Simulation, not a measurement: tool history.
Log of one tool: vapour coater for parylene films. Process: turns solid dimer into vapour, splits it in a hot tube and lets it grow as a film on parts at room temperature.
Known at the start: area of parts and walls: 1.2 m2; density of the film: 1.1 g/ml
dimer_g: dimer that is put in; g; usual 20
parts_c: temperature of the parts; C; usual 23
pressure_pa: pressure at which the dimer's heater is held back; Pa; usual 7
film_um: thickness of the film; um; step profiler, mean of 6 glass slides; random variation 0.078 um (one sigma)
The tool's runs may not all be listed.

run,day,dimer_g,parts_c,pressure_pa,film_um
1,0,20,23,7,9.12
2,1.229,20,23,7,9.06
3,2.746,20,23,7,9.09
4,4.433,20,23,7,8.87
5,5.992,20,23,7,8.81
6,6.75,20,23,7,8.73
7,8.067,24,23,7,10.58
8,9.733,24,23,7,10.29
9,10.95,24,23,7,10.34
10,11.875,24,23,7,10.29
11,13.596,20,23,7,8.57
12,14.521,20,23,7,8.57
13,15.238,20,23,7,8.48
14,15.979,20,23,7,8.47
15,17.246,20,23,7,8.27
# day 18.042: trap's valve overhauled
16,18.988,20,19,4.95,10.56
17,19.767,14,23,2.75,7.55
18,20.65,14,23,2.75,7.51
19,21.725,14,23,2.75,7.43
20,22.788,14,17,3.2,7.9
21,24.517,21,17,7.6,10.21
22,26.204,21,23,7.6,9.27
23,27.162,21,23,7.6,9.17

Run 24 comes next. What will it give?
24,28.438,11,20,2.05,?

{"run 24": {"film_um": 6.29}}
Without the tool's hidden state the same run would have given film_um 6.68 um.
